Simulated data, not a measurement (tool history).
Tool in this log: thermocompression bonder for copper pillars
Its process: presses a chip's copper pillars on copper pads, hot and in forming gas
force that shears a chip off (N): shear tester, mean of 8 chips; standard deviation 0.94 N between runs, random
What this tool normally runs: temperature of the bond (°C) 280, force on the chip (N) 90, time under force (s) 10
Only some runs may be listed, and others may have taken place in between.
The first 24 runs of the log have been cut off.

run,hour,temperature of the bond (°C),force on the chip (N),time under force (s),hours of work since the heater was calibrated,hours of work since the force cell was calibrated,hours of work since the gas filter was changed,force that shears a chip off (N)
25,598.8,280,126,7,727,863,95,84.0
26,613.6,255,96,10,736,872,104,60.2
27,647.1,280,90,14,757,892,125,79.1
28,662.1,280,90,14,766,902,134,79.0
# hour 678.8: forming gas filter changed
29,692.5,280,62,10,784,920,8,56.1
30,715.8,286,129,12,799,934,23,109.6
# hour 726.2: force cell calibrated
31,747.6,286,129,12,817,13,41,103.5
32,781.0,284,90,10,838,34,62,73.5
33,800.6,295,62,9,850,46,74,53.9
34,826.7,295,62,9,866,62,90,55.1
35,841.4,267,77,10,875,71,99,51.8
36,859.9,262,133,10,887,82,111,78.0
37,891.8,262,133,10,906,102,130,76.2

Consider 5 possible next runs. They are alternatives, not a sequence: every one starts from the tool as it was left by run 37. What does each give?
# hour 915.7: forming gas filter changed
A,923.3,266,87,10,925,121,5,?
# hour 915.7: forming gas filter changed
B,923.3,280,90,16,925,121,5,?
# hour 915.7: forming gas filter changed
C,923.3,288,88,13,925,121,5,?
# hour 915.7: forming gas filter changed
D,923.3,291,90,10,925,121,5,?
# hour 915.7: forming gas filter changed
E,923.3,262,101,15,925,121,5,?

run,force that shears a chip off (N)
A,61.4
B,84.9
C,84.8
D,80.2
E,76.6
With the hidden condition removed and each run's random variation left untouched, the same runs would have given:
run,force that shears a chip off (N)
A,68.0
B,92.0
C,91.7
D,87.0
E,84.1
